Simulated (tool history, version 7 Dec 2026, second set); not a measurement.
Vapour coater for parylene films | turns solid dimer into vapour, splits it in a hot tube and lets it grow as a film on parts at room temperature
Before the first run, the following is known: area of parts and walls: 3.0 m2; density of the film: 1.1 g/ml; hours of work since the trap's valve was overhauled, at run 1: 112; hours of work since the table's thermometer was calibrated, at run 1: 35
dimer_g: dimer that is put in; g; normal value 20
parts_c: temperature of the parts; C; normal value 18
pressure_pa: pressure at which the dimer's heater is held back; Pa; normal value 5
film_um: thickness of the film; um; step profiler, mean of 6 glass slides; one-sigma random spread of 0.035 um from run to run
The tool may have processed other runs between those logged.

| run | hour | dimer_g | parts_c | pressure_pa | hours of work since the trap's valve was overhauled | hours of work since the table's thermometer was calibrated | film_um |
|---|---|---|---|---|---|---|---|
| 1 | 0 | 20 | 18 | 5 | 112 | 35 | 3.47 |
| 2 | 39.2 | 20 | 18 | 5 | 133 | 55 | 3.38 |
| 3 | 96.9 | 20 | 18 | 5 | 164 | 86 | 3.47 |
| 4 | 135.8 | 20 | 30 | 5 | 184 | 107 | 1.96 |
| 5 | 186.8 | 20 | 18 | 5 | 212 | 134 | 3.32 |
| 6 | 229.1 | 15 | 18 | 5 | 234 | 156 | 2.45 |
| 7 | 265.8 | 15 | 18 | 5 | 253 | 176 | 2.57 |
| 8 | 292.9 | 15 | 18 | 5 | 268 | 190 | 2.51 |
| 9 | 325.6 | 15 | 18 | 5 | 285 | 207 | 2.46 |
| 10 | 369.4 | 20 | 18 | 3.16 | 308 | 231 | 3.59 |
| 11 | 405 | 20 | 18 | 3.16 | 327 | 250 | 3.55 |
| 12 | 444.7 | 15 | 18 | 5 | 348 | 271 | 2.43 |
| 13 | 472.3 | 20 | 18 | 5 | 363 | 285 | 3.19 |
| 14 | 515.6 | 30 | 18 | 5 | 386 | 308 | 4.75 |
| 15 | 549.5 | 30 | 18 | 5 | 404 | 326 | 4.84 |
| 16 | 588.8 | 20 | 20 | 5 | 425 | 347 | 2.9 |
| 17 | 629.4 | 14 | 21 | 7.7 | 447 | 369 | 1.82 |
| 18 | 659 | 20 | 25 | 5 | 462 | 385 | 2.27 |
| 19 | 683.8 | 29 | 13 | 5 | 475 | 398 | 5.66 |
| 20 | 728.8 | 20 | 30 | 3.65 | 499 | 422 | 1.92 |
| 21 | 773.6 | 20 | 30 | 3.65 | 523 | 445 | 1.88 |
| 22 | 815.5 | 20 | 30 | 3.65 | 545 | 468 | 1.89 |
| 23 | 849.8 | 26 | 16 | 5 | 564 | 486 | 4.31 |

Estimate the outcome of run 24 from the log above:
| 24 | 882.4 | 26 | 16 | 5 | 581 | 503 | ? |

film_um: 4.35 um
Without the tool's hidden state the same run would have given film_um 5.09 um.
